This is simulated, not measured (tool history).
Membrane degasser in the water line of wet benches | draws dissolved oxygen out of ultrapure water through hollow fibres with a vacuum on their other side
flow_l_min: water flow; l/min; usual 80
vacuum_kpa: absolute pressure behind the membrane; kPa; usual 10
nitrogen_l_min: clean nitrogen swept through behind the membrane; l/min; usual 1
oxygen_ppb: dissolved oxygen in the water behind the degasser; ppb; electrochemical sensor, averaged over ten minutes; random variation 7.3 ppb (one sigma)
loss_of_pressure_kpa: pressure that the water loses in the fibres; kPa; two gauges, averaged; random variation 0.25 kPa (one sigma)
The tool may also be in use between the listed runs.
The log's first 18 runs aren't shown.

run,hour,flow_l_min,vacuum_kpa,nitrogen_l_min,hours since the membrane was changed,hours since the vacuum gauge was calibrated,hours since the vacuum lines were made tight,oxygen_ppb,loss_of_pressure_kpa
19,1497.6,54,10.7,2.27,1982,6650,6303,473.9,45.47
20,1574.5,54,10.7,2.27,2059,6726,6380,464.4,45.78
21,1667.5,80,10.4,1,2152,6819,6473,1161,68.2
22,1722.6,84,10.6,1,2207,6874,6528,1260.3,71.42
23,1780.5,89,12.5,1.23,2265,6932,6586,1398.7,75.28
24,1885.4,105,10,1.14,2370,7037,6691,1430.7,89.58
25,1970.6,60,10,1.5,2455,7123,6776,660.6,50.78
# hour 2012.8: vacuum gauge calibrated
26,2026.9,60,16.2,0.62,2511,14,6832,1754.7,51.07
27,2144.6,60,16.2,0.62,2629,132,6949,1748.4,51.06
28,2251.9,105,7,0.47,2736,239,7057,1298.3,89.02
29,2374.8,59,10,2.04,2859,362,7180,499.9,50.32
30,2444.6,71,15.5,1,2929,432,7249,1494.7,60.8
31,2499,111,10,1.25,2983,486,7304,1423.3,94.73

3 ways to go on from here, each from the tool as it stands after run 31. What would each give?
A,2561,114,10,0.56,3045,548,7366,?,?
B,2561,81,12.8,0.8,3045,548,7366,?,?
C,2561,80,10,0.46,3045,548,7366,?,?

run,oxygen_ppb,loss_of_pressure_kpa
A,1892,97.38
B,1536.3,69.2
C,1510.5,68.13
Without the tool's hidden state the same runs would have given:
run,oxygen_ppb,loss_of_pressure_kpa
A,1851.1,94.05
B,1512.8,66.84
C,1489.4,65.8

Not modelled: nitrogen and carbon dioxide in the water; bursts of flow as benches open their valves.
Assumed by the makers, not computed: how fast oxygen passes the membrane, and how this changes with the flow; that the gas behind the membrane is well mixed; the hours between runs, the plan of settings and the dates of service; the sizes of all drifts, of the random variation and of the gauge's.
